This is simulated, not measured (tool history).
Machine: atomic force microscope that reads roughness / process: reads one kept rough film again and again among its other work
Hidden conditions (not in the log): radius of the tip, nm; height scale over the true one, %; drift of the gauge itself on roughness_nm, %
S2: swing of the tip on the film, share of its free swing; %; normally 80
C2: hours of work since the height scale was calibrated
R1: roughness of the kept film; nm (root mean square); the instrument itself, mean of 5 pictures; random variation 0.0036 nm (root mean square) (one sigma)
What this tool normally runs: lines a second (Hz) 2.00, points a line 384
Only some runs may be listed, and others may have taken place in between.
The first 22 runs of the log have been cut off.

run 23 hour=226.3 | lines_a_second_(Hz)=3.70 S2=80 points_a_line=892 | pictures_with_this_tip=129 C2=347 | R1=1.214
run 24 hour=236.7 | lines_a_second_(Hz)=2.00 S2=80 points_a_line=384 | pictures_with_this_tip=149 C2=354 | R1=1.392
run 25 hour=242.7 | lines_a_second_(Hz)=2.00 S2=80 points_a_line=384 | pictures_with_this_tip=160 C2=357 | R1=1.395
run 26 hour=251.5 | lines_a_second_(Hz)=2.00 S2=80 points_a_line=384 | pictures_with_this_tip=177 C2=363 | R1=1.383
run 27 hour=261.2 | lines_a_second_(Hz)=2.68 S2=80 points_a_line=333 | pictures_with_this_tip=195 C2=368 | R1=1.302
run 28 hour=267.4 | lines_a_second_(Hz)=0.56 S2=80 points_a_line=524 | pictures_with_this_tip=207 C2=372 | R1=1.599
run 29 hour=277.1 | lines_a_second_(Hz)=0.56 S2=80 points_a_line=590 | pictures_with_this_tip=225 C2=378 | R1=1.595
run 30 hour=285.7 | lines_a_second_(Hz)=0.56 S2=80 points_a_line=590 | pictures_with_this_tip=242 C2=383 | R1=1.587
run 31 hour=295.2 | lines_a_second_(Hz)=0.56 S2=80 points_a_line=590 | pictures_with_this_tip=260 C2=389 | R1=1.591
run 32 hour=304.4 | lines_a_second_(Hz)=0.56 S2=80 points_a_line=590 | pictures_with_this_tip=277 C2=394 | R1=1.582
run 33 hour=316.7 | lines_a_second_(Hz)=0.53 S2=71 points_a_line=274 | pictures_with_this_tip=301 C2=401 | R1=1.620
run 34 hour=325.8 | lines_a_second_(Hz)=0.53 S2=71 points_a_line=274 | pictures_with_this_tip=318 C2=407 | R1=1.615
-- hour=332.9 new tip fitted
run 35 hour=336.7 | lines_a_second_(Hz)=0.53 S2=71 points_a_line=274 | pictures_with_this_tip=7 C2=413 | R1=1.611
run 36 hour=345.8 | lines_a_second_(Hz)=0.53 S2=83 points_a_line=542 | pictures_with_this_tip=24 C2=419 | R1=1.577
run 37 hour=354.4 | lines_a_second_(Hz)=3.66 S2=80 points_a_line=719 | pictures_with_this_tip=41 C2=424 | R1=1.215
run 38 hour=359.9 | lines_a_second_(Hz)=3.66 S2=80 points_a_line=719 | pictures_with_this_tip=51 C2=427 | R1=1.212
run 39 hour=369.7 | lines_a_second_(Hz)=0.54 S2=81 points_a_line=277 | pictures_with_this_tip=70 C2=433 | R1=1.575
run 40 hour=380.4 | lines_a_second_(Hz)=2.00 S2=84 points_a_line=384 | pictures_with_this_tip=90 C2=439 | R1=1.339
run 41 hour=388.2 | lines_a_second_(Hz)=0.76 S2=64 points_a_line=384 | pictures_with_this_tip=105 C2=444 | R1=1.625
run 42 hour=401.2 | lines_a_second_(Hz)=2.00 S2=56 points_a_line=322 | pictures_with_this_tip=130 C2=452 | R1=1.591
run 43 hour=408.8 | lines_a_second_(Hz)=2.00 S2=56 points_a_line=322 | pictures_with_this_tip=144 C2=456 | R1=1.595
run 44 hour=418.5 | lines_a_second_(Hz)=2.00 S2=74 points_a_line=277 | pictures_with_this_tip=163 C2=462 | R1=1.447
run 45 hour=430.0 | lines_a_second_(Hz)=0.84 S2=56 points_a_line=439 | pictures_with_this_tip=185 C2=469 | R1=1.653
run 46 hour=437.7 | lines_a_second_(Hz)=3.97 S2=55 points_a_line=311 | pictures_with_this_tip=199 C2=474 | R1=1.532
run 47 hour=448.9 | lines_a_second_(Hz)=3.97 S2=55 points_a_line=311 | pictures_with_this_tip=220 C2=480 | R1=1.535

Run 48 has not been measured yet. What should we expect?
run 48 hour=461.9 | lines_a_second_(Hz)=1.72 S2=80 points_a_line=473 | pictures_with_this_tip=245 C2=488 | R1=?

Run 48 produced R1 1.424 nm (root mean square).
Had the tool carried no hidden state, the very same run would have given R1 1.426 nm (root mean square).

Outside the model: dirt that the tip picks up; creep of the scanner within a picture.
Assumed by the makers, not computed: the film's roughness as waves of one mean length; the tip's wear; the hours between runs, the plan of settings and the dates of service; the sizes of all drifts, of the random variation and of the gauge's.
